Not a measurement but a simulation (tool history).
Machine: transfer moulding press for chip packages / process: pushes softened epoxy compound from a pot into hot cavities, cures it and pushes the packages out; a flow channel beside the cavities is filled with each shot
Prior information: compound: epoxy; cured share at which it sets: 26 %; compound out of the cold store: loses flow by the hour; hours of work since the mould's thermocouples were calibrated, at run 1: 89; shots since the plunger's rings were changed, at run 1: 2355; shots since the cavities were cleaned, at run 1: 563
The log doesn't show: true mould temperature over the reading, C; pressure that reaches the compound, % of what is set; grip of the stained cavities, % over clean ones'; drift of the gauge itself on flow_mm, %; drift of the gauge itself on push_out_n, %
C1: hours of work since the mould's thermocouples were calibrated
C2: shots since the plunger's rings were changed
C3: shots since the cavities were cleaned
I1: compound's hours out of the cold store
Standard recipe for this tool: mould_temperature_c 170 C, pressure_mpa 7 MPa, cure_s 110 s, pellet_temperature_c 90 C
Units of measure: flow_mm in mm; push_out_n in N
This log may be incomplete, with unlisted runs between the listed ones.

run 1 hour=0 | mould_temperature_c=170 pressure_mpa=7 cure_s=110 pellet_temperature_c=90 | C1=89 C2=2355 C3=563 | I1=17.9 | flow_mm=562 push_out_n=481
run 2 hour=17.8 | mould_temperature_c=170 pressure_mpa=7 cure_s=110 pellet_temperature_c=90 | C1=101 C2=2550 C3=758 | I1=18.1 | flow_mm=571 push_out_n=521
-- hour=30.6 cavities cleaned with cleaning compound and waxed
run 3 hour=36.5 | mould_temperature_c=170 pressure_mpa=7 cure_s=110 pellet_temperature_c=90 | C1=113 C2=2738 C3=64 | I1=8.5 | flow_mm=598 push_out_n=341
run 4 hour=58.1 | mould_temperature_c=170 pressure_mpa=7 cure_s=110 pellet_temperature_c=90 | C1=127 C2=2975 C3=301 | I1=37.7 | flow_mm=519 push_out_n=417
run 5 hour=85.5 | mould_temperature_c=170 pressure_mpa=7 cure_s=110 pellet_temperature_c=90 | C1=145 C2=3274 C3=600 | I1=43.2 | flow_mm=507 push_out_n=481
run 6 hour=100.3 | mould_temperature_c=170 pressure_mpa=7 cure_s=110 pellet_temperature_c=90 | C1=155 C2=3436 C3=762 | I1=22.9 | flow_mm=545 push_out_n=527
-- hour=114.2 cavities cleaned with cleaning compound and waxed
run 7 hour=128.7 | mould_temperature_c=170 pressure_mpa=7 cure_s=110 pellet_temperature_c=90 | C1=173 C2=3730 C3=159 | I1=24.2 | flow_mm=536 push_out_n=361
run 8 hour=141.4 | mould_temperature_c=170 pressure_mpa=7 cure_s=115 pellet_temperature_c=90 | C1=182 C2=3869 C3=298 | I1=32.3 | flow_mm=516 push_out_n=395
run 9 hour=154.2 | mould_temperature_c=175 pressure_mpa=5.2 cure_s=103 pellet_temperature_c=94 | C1=190 C2=4009 C3=438 | I1=23.7 | flow_mm=458 push_out_n=405
run 10 hour=184.6 | mould_temperature_c=170 pressure_mpa=5.92 cure_s=110 pellet_temperature_c=83 | C1=211 C2=4341 C3=770 | I1=29 | flow_mm=486 push_out_n=518
-- hour=196.5 cavities cleaned with cleaning compound and waxed
run 11 hour=206.6 | mould_temperature_c=164 pressure_mpa=7 cure_s=133 pellet_temperature_c=90 | C1=225 C2=4566 C3=111 | I1=39.7 | flow_mm=500 push_out_n=349

Run 12 has not been measured yet. What should we expect?
run 12 hour=228.3 | mould_temperature_c=167 pressure_mpa=8.64 cure_s=133 pellet_temperature_c=93 | C1=239 C2=4803 C3=348 | I1=28.8 | flow_mm=? push_out_n=?

Run 12 yielded flow_mm 583 mm, push_out_n 403 N.
With the hidden condition absent and the run-to-run variation left alone, this run would have shown flow_mm 641 mm, push_out_n 272 N.
